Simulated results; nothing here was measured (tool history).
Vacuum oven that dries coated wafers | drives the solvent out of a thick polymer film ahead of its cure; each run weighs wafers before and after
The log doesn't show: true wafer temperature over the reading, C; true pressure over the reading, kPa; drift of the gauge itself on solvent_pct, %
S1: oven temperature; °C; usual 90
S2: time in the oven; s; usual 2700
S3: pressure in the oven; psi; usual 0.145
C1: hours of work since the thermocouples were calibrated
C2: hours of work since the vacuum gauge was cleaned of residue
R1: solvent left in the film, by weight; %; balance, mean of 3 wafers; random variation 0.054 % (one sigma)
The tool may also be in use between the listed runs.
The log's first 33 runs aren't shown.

run,hour,S1,S2,S3,C1,C2,R1
34,1326.5,87,2700,0.157,217,990,3.18
35,1368.1,87,2040,0.157,235,1008,4.71
36,1392.0,90,3120,0.336,246,1019,2.29
37,1427.1,96,4200,0.165,261,1034,0.70
38,1479.7,98,2520,0.165,284,1057,1.13
39,1513.4,88,2700,0.531,298,1071,4.26
40,1548.8,88,2700,0.531,314,1087,4.24
41,1602.4,87,4200,0.531,337,1110,3.09
42,1653.2,93,1980,0.326,359,1132,3.42
43,1697.6,93,1860,0.235,378,1151,3.50
44,1723.9,93,1860,0.235,390,1162,3.49
45,1776.4,93,1860,0.235,412,1185,3.49
46,1801.1,93,1980,0.367,423,1196,3.53
47,1843.2,83,4260,0.422,441,1214,3.72
48,1894.8,83,4260,0.422,464,1236,3.67

Forecast each of these 3 alternatives for the next run:
A,1936.9,98,2280,0.135,482,1255,?
B,1936.9,77,3360,0.126,482,1255,?
C,1936.9,83,3540,0.422,482,1255,?

run,R1
A,1.38
B,5.85
C,4.54
Without the tool's hidden state the same runs would have given:
run,R1
A,1.00
B,4.97
C,3.80
